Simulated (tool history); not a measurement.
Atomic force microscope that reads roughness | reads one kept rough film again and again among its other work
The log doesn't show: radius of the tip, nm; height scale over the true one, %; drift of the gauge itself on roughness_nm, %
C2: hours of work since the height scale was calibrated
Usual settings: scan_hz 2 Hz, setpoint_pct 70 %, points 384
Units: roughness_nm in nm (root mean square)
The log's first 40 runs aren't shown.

Run 41, hour 432.5: usual settings but scan_hz 0.95 Hz, setpoint_pct 67 %, points 842; pictures with this tip 55; C2 575. Result: roughness_nm 2.4 nm (root mean square).
Run 42, hour 445.5: usual settings but scan_hz 1.74 Hz, setpoint_pct 57 %, points 451; pictures with this tip 89; C2 585. Result: roughness_nm 2.374 nm (root mean square).
Run 43, hour 459.1: usual settings but scan_hz 0.59 Hz, setpoint_pct 62 %, points 360; pictures with this tip 126; C2 596. Result: roughness_nm 2.423 nm (root mean square).
Run 44, hour 472.8: usual settings but scan_hz 0.93 Hz, setpoint_pct 85 %; pictures with this tip 162; C2 607. Result: roughness_nm 2.208 nm (root mean square).
Run 45, hour 488.6: usual settings but scan_hz 0.93 Hz, setpoint_pct 64 %; pictures with this tip 204; C2 619. Result: roughness_nm 2.37 nm (root mean square).
At hour 489.9: new tip fitted.
Run 46, hour 503.3: usual settings but scan_hz 0.51 Hz, setpoint_pct 82 %, points 574; pictures with this tip 35; C2 631. Result: roughness_nm 2.376 nm (root mean square).
Run 47, hour 510.5: usual settings but scan_hz 0.51 Hz, setpoint_pct 82 %, points 574; pictures with this tip 55; C2 636. Result: roughness_nm 2.362 nm (root mean square).
Run 48, hour 517.9: usual settings but scan_hz 2.24 Hz, setpoint_pct 82 %, points 369; pictures with this tip 74; C2 642. Result: roughness_nm 2.011 nm (root mean square).
Run 49, hour 528: usual settings but scan_hz 2.24 Hz, setpoint_pct 82 %, points 369; pictures with this tip 101; C2 650. Result: roughness_nm 2.002 nm (root mean square).
Run 50, hour 543.1: usual settings but scan_hz 2.38 Hz, setpoint_pct 76 %, points 527; pictures with this tip 141; C2 662. Result: roughness_nm 2.108 nm (root mean square).
Run 51, hour 557.5: usual settings but scan_hz 0.73 Hz, setpoint_pct 57 %, points 467; pictures with this tip 179; C2 674. Result: roughness_nm 2.445 nm (root mean square).
At hour 568.2: new tip fitted.
Run 52, hour 573.4: usual settings but scan_hz 2.52 Hz, setpoint_pct 78 %, points 336; pictures with this tip 14; C2 686. Result: roughness_nm 2.032 nm (root mean square).
Run 53, hour 580.2: usual settings but scan_hz 1.59 Hz, setpoint_pct 82 %, points 589; pictures with this tip 32; C2 691. Result: roughness_nm 2.151 nm (root mean square).

Forecast each of these 3 alternatives for the next run:
Run A, hour 588.8: usual settings but scan_hz 0.59 Hz; pictures with this tip 55; C2 698. Result: roughness_nm ?.
Run B, hour 588.8: usual settings but points 1016; pictures with this tip 55; C2 698. Result: roughness_nm ?.
Run C, hour 588.8: usual settings but scan_hz 1.59 Hz, setpoint_pct 77 %, points 751; pictures with this tip 55; C2 698. Result: roughness_nm ?.

run  roughness_nm
  A         2.371
  B         2.264
  C         2.207
Without the tool's hidden state the same runs would have given:
run  roughness_nm
  A         2.374
  B         2.266
  C          2.21
